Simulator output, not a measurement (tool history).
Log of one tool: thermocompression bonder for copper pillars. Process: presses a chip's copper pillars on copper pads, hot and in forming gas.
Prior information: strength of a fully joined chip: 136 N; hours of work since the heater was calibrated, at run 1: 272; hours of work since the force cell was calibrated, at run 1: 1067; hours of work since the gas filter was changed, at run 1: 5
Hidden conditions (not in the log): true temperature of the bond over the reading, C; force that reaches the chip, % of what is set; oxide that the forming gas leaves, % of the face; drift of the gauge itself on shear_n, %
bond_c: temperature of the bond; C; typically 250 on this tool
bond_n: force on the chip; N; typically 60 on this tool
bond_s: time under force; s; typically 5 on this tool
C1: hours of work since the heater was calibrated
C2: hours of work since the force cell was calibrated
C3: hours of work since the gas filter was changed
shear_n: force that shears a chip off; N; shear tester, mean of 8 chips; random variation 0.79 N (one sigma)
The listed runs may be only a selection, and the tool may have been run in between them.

{"run": 1, "hour": 0.0, "bond_c": 250, "bond_n": 60, "bond_s": 5, "C1": 272, "C2": 1067, "C3": 5, "shear_n": 77.2}
{"run": 2, "hour": 49.8, "bond_c": 250, "bond_n": 60, "bond_s": 5, "C1": 310, "C2": 1106, "C3": 43, "shear_n": 76.3}
{"run": 3, "hour": 138.6, "bond_c": 250, "bond_n": 57, "bond_s": 5, "C1": 379, "C2": 1175, "C3": 112, "shear_n": 74.0}
{"run": 4, "hour": 211.6, "bond_c": 250, "bond_n": 57, "bond_s": 5, "C1": 436, "C2": 1232, "C3": 169, "shear_n": 70.3}
{"run": 5, "hour": 284.7, "bond_c": 250, "bond_n": 60, "bond_s": 5, "C1": 493, "C2": 1289, "C3": 226, "shear_n": 71.5}
{"run": 6, "hour": 323.1, "bond_c": 263, "bond_n": 60, "bond_s": 5, "C1": 523, "C2": 1319, "C3": 256, "shear_n": 85.6}
{"hour": 343.4, "done": "forming gas filter changed"}
{"run": 7, "hour": 380.6, "bond_c": 262, "bond_n": 60, "bond_s": 5, "C1": 567, "C2": 1363, "C3": 29, "shear_n": 89.6}
{"run": 8, "hour": 421.3, "bond_c": 262, "bond_n": 60, "bond_s": 5, "C1": 599, "C2": 1394, "C3": 61, "shear_n": 86.6}
{"run": 9, "hour": 484.5, "bond_c": 262, "bond_n": 60, "bond_s": 5, "C1": 648, "C2": 1444, "C3": 110, "shear_n": 86.5}
{"run": 10, "hour": 560.9, "bond_c": 262, "bond_n": 60, "bond_s": 5, "C1": 707, "C2": 1503, "C3": 169, "shear_n": 83.7}
{"run": 11, "hour": 629.2, "bond_c": 262, "bond_n": 60, "bond_s": 5, "C1": 760, "C2": 1556, "C3": 222, "shear_n": 82.0}
{"hour": 651.8, "done": "force cell calibrated"}
{"hour": 662.5, "done": "heater calibrated with a thermocouple chip"}
{"hour": 693.2, "done": "forming gas filter changed"}
{"run": 12, "hour": 696.3, "bond_c": 276, "bond_n": 60, "bond_s": 5, "C1": 26, "C2": 33, "C3": 2, "shear_n": 105.7}
{"run": 13, "hour": 780.1, "bond_c": 276, "bond_n": 54, "bond_s": 6, "C1": 91, "C2": 98, "C3": 67, "shear_n": 103.3}
{"run": 14, "hour": 834.8, "bond_c": 248, "bond_n": 41, "bond_s": 11, "C1": 133, "C2": 140, "C3": 110, "shear_n": 77.0}
{"run": 15, "hour": 875.0, "bond_c": 242, "bond_n": 67, "bond_s": 11, "C1": 165, "C2": 171, "C3": 141, "shear_n": 89.3}
{"run": 16, "hour": 956.0, "bond_c": 242, "bond_n": 67, "bond_s": 11, "C1": 228, "C2": 234, "C3": 204, "shear_n": 88.2}
{"hour": 1044.8, "done": "forming gas filter changed"}
{"run": 17, "hour": 1048.8, "bond_c": 242, "bond_n": 67, "bond_s": 11, "C1": 299, "C2": 306, "C3": 3, "shear_n": 91.1}
{"run": 18, "hour": 1132.1, "bond_c": 230, "bond_n": 74, "bond_s": 7, "C1": 364, "C2": 371, "C3": 68, "shear_n": 68.9}
{"run": 19, "hour": 1177.9, "bond_c": 262, "bond_n": 60, "bond_s": 3, "C1": 400, "C2": 407, "C3": 103, "shear_n": 74.3}

Here are 5 independent what-if runs from the current tool condition. What would each one return?
{"run": "A", "hour": 1226.5, "bond_c": 250, "bond_n": 40, "bond_s": 5, "C1": 438, "C2": 444, "C3": 141, "shear_n": "?"}
{"run": "B", "hour": 1226.5, "bond_c": 253, "bond_n": 37, "bond_s": 5, "C1": 438, "C2": 444, "C3": 141, "shear_n": "?"}
{"run": "C", "hour": 1226.5, "bond_c": 277, "bond_n": 60, "bond_s": 13, "C1": 438, "C2": 444, "C3": 141, "shear_n": "?"}
{"run": "D", "hour": 1226.5, "bond_c": 250, "bond_n": 66, "bond_s": 5, "C1": 438, "C2": 444, "C3": 141, "shear_n": "?"}
{"run": "E", "hour": 1226.5, "bond_c": 273, "bond_n": 60, "bond_s": 5, "C1": 438, "C2": 444, "C3": 141, "shear_n": "?"}

run=A shear_n=57.4
run=B shear_n=57.1
run=C shear_n=118.7
run=D shear_n=77.8
run=E shear_n=97.4
Stripped of hidden state, with their random variation kept, the same runs would have yielded:
run=A shear_n=60.7
run=B shear_n=60.4
run=C shear_n=123.6
run=D shear_n=81.9
run=E shear_n=101.9
